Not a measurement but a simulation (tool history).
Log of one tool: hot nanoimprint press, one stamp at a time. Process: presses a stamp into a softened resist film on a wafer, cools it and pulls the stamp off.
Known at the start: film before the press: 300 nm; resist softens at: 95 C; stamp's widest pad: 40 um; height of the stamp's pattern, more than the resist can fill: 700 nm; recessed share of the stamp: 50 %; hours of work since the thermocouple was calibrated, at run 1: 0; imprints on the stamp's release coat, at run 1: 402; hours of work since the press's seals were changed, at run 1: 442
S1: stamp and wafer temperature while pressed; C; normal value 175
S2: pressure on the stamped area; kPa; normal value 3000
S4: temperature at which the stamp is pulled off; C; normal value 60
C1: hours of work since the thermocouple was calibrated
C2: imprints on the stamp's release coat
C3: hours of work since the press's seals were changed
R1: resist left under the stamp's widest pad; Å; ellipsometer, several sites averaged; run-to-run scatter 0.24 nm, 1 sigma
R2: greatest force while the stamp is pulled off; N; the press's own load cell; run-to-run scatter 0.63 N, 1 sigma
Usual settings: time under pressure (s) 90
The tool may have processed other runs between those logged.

{"run": 1, "hour": 0.0, "S1": 175, "S2": 3000, "time under pressure (s)": 90, "S4": 60, "C1": 0, "C2": 402, "C3": 442, "R1": 1335, "R2": 107.6}
{"run": 2, "hour": 27.1, "S1": 175, "S2": 3000, "time under pressure (s)": 90, "S4": 60, "C1": 15, "C2": 479, "C3": 457, "R1": 1332, "R2": 108.8}
{"run": 3, "hour": 50.1, "S1": 164, "S2": 3000, "time under pressure (s)": 90, "S4": 60, "C1": 28, "C2": 543, "C3": 470, "R1": 1722, "R2": 109.9}
{"run": 4, "hour": 63.0, "S1": 175, "S2": 3000, "time under pressure (s)": 90, "S4": 60, "C1": 35, "C2": 580, "C3": 477, "R1": 1332, "R2": 108.6}
{"run": 5, "hour": 89.4, "S1": 175, "S2": 3000, "time under pressure (s)": 90, "S4": 60, "C1": 49, "C2": 654, "C3": 491, "R1": 1327, "R2": 110.2}
{"run": 6, "hour": 114.7, "S1": 175, "S2": 3000, "time under pressure (s)": 90, "S4": 60, "C1": 63, "C2": 726, "C3": 505, "R1": 1330, "R2": 108.5}
{"hour": 132.1, "done": "stamp cleaned and given a new release coat"}
{"run": 7, "hour": 132.3, "S1": 175, "S2": 3000, "time under pressure (s)": 90, "S4": 60, "C1": 69, "C2": 0, "C3": 512, "R1": 1328, "R2": 109.4}
{"run": 8, "hour": 147.1, "S1": 175, "S2": 3000, "time under pressure (s)": 90, "S4": 60, "C1": 78, "C2": 42, "C3": 520, "R1": 1327, "R2": 109.2}
{"run": 9, "hour": 159.6, "S1": 175, "S2": 3940, "time under pressure (s)": 90, "S4": 60, "C1": 84, "C2": 77, "C3": 527, "R1": 1160, "R2": 109.1}
{"run": 10, "hour": 184.4, "S1": 175, "S2": 3940, "time under pressure (s)": 90, "S4": 60, "C1": 98, "C2": 147, "C3": 540, "R1": 1154, "R2": 109.8}
{"run": 11, "hour": 211.1, "S1": 175, "S2": 3940, "time under pressure (s)": 90, "S4": 60, "C1": 113, "C2": 222, "C3": 555, "R1": 1153, "R2": 109.7}
{"run": 12, "hour": 225.4, "S1": 175, "S2": 3940, "time under pressure (s)": 90, "S4": 60, "C1": 121, "C2": 262, "C3": 563, "R1": 1151, "R2": 107.7}
{"run": 13, "hour": 238.5, "S1": 175, "S2": 3940, "time under pressure (s)": 90, "S4": 60, "C1": 128, "C2": 300, "C3": 570, "R1": 1156, "R2": 108.9}
{"run": 14, "hour": 251.1, "S1": 175, "S2": 3940, "time under pressure (s)": 90, "S4": 60, "C1": 135, "C2": 335, "C3": 577, "R1": 1154, "R2": 108.5}
{"run": 15, "hour": 273.6, "S1": 175, "S2": 3940, "time under pressure (s)": 90, "S4": 60, "C1": 147, "C2": 399, "C3": 589, "R1": 1154, "R2": 109.8}
{"run": 16, "hour": 296.9, "S1": 166, "S2": 3940, "time under pressure (s)": 98, "S4": 60, "C1": 160, "C2": 464, "C3": 602, "R1": 1396, "R2": 108.1}
{"run": 17, "hour": 316.5, "S1": 166, "S2": 1890, "time under pressure (s)": 98, "S4": 53, "C1": 171, "C2": 519, "C3": 613, "R1": 1908, "R2": 129.5}
{"run": 18, "hour": 332.3, "S1": 175, "S2": 3070, "time under pressure (s)": 51, "S4": 60, "C1": 179, "C2": 564, "C3": 622, "R1": 1585, "R2": 109.6}
{"run": 19, "hour": 345.6, "S1": 175, "S2": 3000, "time under pressure (s)": 46, "S4": 67, "C1": 187, "C2": 602, "C3": 629, "R1": 1656, "R2": 88.0}
{"run": 20, "hour": 371.3, "S1": 175, "S2": 3140, "time under pressure (s)": 90, "S4": 60, "C1": 201, "C2": 674, "C3": 643, "R1": 1287, "R2": 109.9}
{"run": 21, "hour": 397.5, "S1": 175, "S2": 3140, "time under pressure (s)": 116, "S4": 60, "C1": 215, "C2": 748, "C3": 657, "R1": 1174, "R2": 109.9}
{"hour": 407.5, "done": "stamp cleaned and given a new release coat"}
{"run": 22, "hour": 418.4, "S1": 175, "S2": 2250, "time under pressure (s)": 50, "S4": 60, "C1": 223, "C2": 31, "C3": 666, "R1": 1810, "R2": 108.2}
{"run": 23, "hour": 433.8, "S1": 175, "S2": 2250, "time under pressure (s)": 50, "S4": 60, "C1": 232, "C2": 74, "C3": 674, "R1": 1806, "R2": 108.3}
{"run": 24, "hour": 451.7, "S1": 175, "S2": 3000, "time under pressure (s)": 52, "S4": 57, "C1": 242, "C2": 124, "C3": 684, "R1": 1584, "R2": 118.1}
{"run": 25, "hour": 472.4, "S1": 175, "S2": 3000, "time under pressure (s)": 52, "S4": 57, "C1": 253, "C2": 183, "C3": 695, "R1": 1580, "R2": 118.8}
{"run": 26, "hour": 484.7, "S1": 175, "S2": 4080, "time under pressure (s)": 52, "S4": 56, "C1": 260, "C2": 217, "C3": 702, "R1": 1370, "R2": 120.3}
{"run": 27, "hour": 496.4, "S1": 173, "S2": 2720, "time under pressure (s)": 122, "S4": 58, "C1": 266, "C2": 250, "C3": 709, "R1": 1289, "R2": 114.2}
{"run": 28, "hour": 512.4, "S1": 173, "S2": 2720, "time under pressure (s)": 176, "S4": 58, "C1": 275, "C2": 296, "C3": 717, "R1": 1124, "R2": 115.0}
{"hour": 535.9, "done": "plate thermocouple calibrated"}
{"run": 29, "hour": 541.3, "S1": 180, "S2": 2080, "time under pressure (s)": 52, "S4": 54, "C1": 3, "C2": 369, "C3": 732, "R1": 1677, "R2": 128.3}

3 options for the next run, each taken on its own from the tool as it stands now. Forecast them:
{"run": "A", "hour": 560.6, "S1": 184, "S2": 3000, "time under pressure (s)": 142, "S4": 60, "C1": 14, "C2": 423, "C3": 742, "R1": "?", "R2": "?"}
{"run": "B", "hour": 560.6, "S1": 175, "S2": 3000, "time under pressure (s)": 58, "S4": 55, "C1": 14, "C2": 423, "C3": 742, "R1": "?", "R2": "?"}
{"run": "C", "hour": 560.6, "S1": 175, "S2": 3000, "time under pressure (s)": 90, "S4": 60, "C1": 14, "C2": 423, "C3": 742, "R1": "?", "R2": "?"}

run=A R1=890 R2=109.8
run=B R1=1523 R2=124.7
run=C R1=1304 R2=108.9
With no hidden state in the tool, these same runs would have given:
run=A R1=909 R2=109.7
run=B R1=1557 R2=124.5
run=C R1=1333 R2=108.8
